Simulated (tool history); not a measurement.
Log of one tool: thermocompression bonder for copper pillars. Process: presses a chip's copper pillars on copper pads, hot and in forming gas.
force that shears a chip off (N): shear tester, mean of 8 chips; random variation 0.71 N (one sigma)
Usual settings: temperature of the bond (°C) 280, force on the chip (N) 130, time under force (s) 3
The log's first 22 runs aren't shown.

run,day,temperature of the bond (°C),force on the chip (N),time under force (s),hours of work since the heater was calibrated,hours of work since the force cell was calibrated,hours of work since the gas filter was changed,force that shears a chip off (N)
23,31.767,306,132,2,967,1097,123,63
# day 32.125: heater calibrated with a thermocouple chip
24,33.292,265,170,7,20,1121,148,67.3
25,34.917,280,95,5,47,1148,175,46
26,35.958,280,95,5,64,1165,192,45.5
27,37.954,280,95,5,98,1199,226,45.9
28,39.112,280,111,3,117,1218,245,43.5
29,41.129,303,122,3,151,1252,279,60.5
30,42.117,303,122,3,167,1268,295,61.3
31,43.95,268,122,5,198,1299,326,48.1
32,45.717,268,122,5,227,1329,356,49

Run 33 comes next. What will it give?
33,47.354,300,170,8,255,1356,383,?

{"run 33": {"force that shears a chip off (N)": 92.4}}
Without the tool's hidden state the same run would have given force that shears a chip off (N) 96.2.

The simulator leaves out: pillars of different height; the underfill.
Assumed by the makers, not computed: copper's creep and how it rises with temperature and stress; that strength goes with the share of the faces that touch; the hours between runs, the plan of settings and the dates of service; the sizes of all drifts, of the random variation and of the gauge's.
